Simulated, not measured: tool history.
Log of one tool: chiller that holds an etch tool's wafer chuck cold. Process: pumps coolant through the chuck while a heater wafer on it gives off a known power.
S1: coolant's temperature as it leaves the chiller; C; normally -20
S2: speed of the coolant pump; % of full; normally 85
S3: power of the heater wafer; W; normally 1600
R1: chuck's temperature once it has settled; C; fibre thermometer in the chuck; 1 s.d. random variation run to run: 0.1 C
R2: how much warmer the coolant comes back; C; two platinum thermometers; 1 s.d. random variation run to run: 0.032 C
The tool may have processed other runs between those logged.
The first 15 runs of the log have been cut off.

Run 16, hour 628.3: usual settings but S3 1617 W. Result: R1 -2.4 C, R2 3.58 C.
Run 17, hour 674.3: usual settings but S1 -18 C, S2 83 % of full, S3 1617 W. Result: R1 -0.6 C, R2 3.68 C.
Run 18, hour 729.2: usual settings but S1 -17 C, S2 84 % of full, S3 1479 W. Result: R1 -1.1 C, R2 3.37 C.
Run 19, hour 755.0: usual settings but S1 -17 C, S3 1395 W. Result: R1 -1.9 C, R2 3.19 C.
Run 20, hour 802.2: usual settings but S1 -17 C, S2 96 % of full, S3 1420 W. Result: R1 -2.6 C, R2 2.84 C.
Run 21, hour 840.8: usual settings but S1 -13 C, S2 66 % of full, S3 1779 W. Result: R1 8.8 C, R2 5.18 C.
Run 22, hour 879.1: usual settings but S1 -13 C, S2 66 % of full, S3 1779 W. Result: R1 8.7 C, R2 5.17 C.
Run 23, hour 928.1: usual settings but S1 -13 C, S2 66 % of full, S3 1423 W. Result: R1 4.5 C, R2 4.13 C.
Run 24, hour 955.0: usual settings but S1 -13 C, S2 66 % of full, S3 1423 W. Result: R1 4.4 C, R2 4.18 C.
Run 25, hour 1014.4: usual settings but S1 -21 C, S2 73 % of full, S3 916 W. Result: R1 -10.4 C, R2 2.53 C.

The next listed run, before its measurement:
Run 26, hour 1043.2: usual settings but S2 83 % of full, S3 1327 W. Result: R1 ?, R2 ?.

For run 26 the tool returned R1 -5.8 C, R2 3.16 C.
Minus the tool's unlogged condition, the same run would have read R1 -5.8 C, R2 2.95 C.
